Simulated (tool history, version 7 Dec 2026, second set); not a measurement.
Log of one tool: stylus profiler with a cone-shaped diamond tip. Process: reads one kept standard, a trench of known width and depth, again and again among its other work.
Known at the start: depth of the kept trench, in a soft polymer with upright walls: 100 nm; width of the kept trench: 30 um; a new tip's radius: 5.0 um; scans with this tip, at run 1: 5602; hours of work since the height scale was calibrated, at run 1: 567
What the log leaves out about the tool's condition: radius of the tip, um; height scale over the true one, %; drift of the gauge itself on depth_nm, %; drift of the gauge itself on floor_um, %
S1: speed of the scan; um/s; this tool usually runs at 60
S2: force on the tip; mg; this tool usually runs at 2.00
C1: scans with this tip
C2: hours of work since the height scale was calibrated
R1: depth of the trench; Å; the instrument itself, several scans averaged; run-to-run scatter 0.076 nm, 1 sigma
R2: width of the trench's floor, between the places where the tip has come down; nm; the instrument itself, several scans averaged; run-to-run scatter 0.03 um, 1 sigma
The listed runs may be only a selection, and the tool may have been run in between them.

run   hour   S1    S2    C1   C2      R1     R2
  1    0.0   60  2.00  5602  567  1012.3  27910
  2   22.8  229  2.00  5733  580  1015.3  27440
  3   51.9  229  2.00  5901  597  1013.3  27520
  4   99.2  229  2.00  6173  624  1014.8  27490
  5  134.5  229  2.00  6376  645  1015.0  27460
  6  182.6  229  2.00  6653  673  1014.1  27450
  7  203.8  229  2.00  6774  685  1013.9  27490
  8  235.4   35  2.06  6956  704  1013.6  27980
  9  263.9   35  2.06  7120  720  1016.3  27900
 10  313.7   28  4.88  7407  749  1024.9  27960
 11  342.1   28  4.88  7570  766  1025.5  27970
 12  387.5  237  2.47  7831  792  1015.9  27520

Predict the results of run 13:
 13  428.4  237  2.47  8066  816   ?   ?

R1: 1015.7 Å
R2: 27570 nm
Take away the tool's hidden state, keep the run-to-run variation as it was, and the same run would have given R1 1015.6 Å, R2 27570 nm.
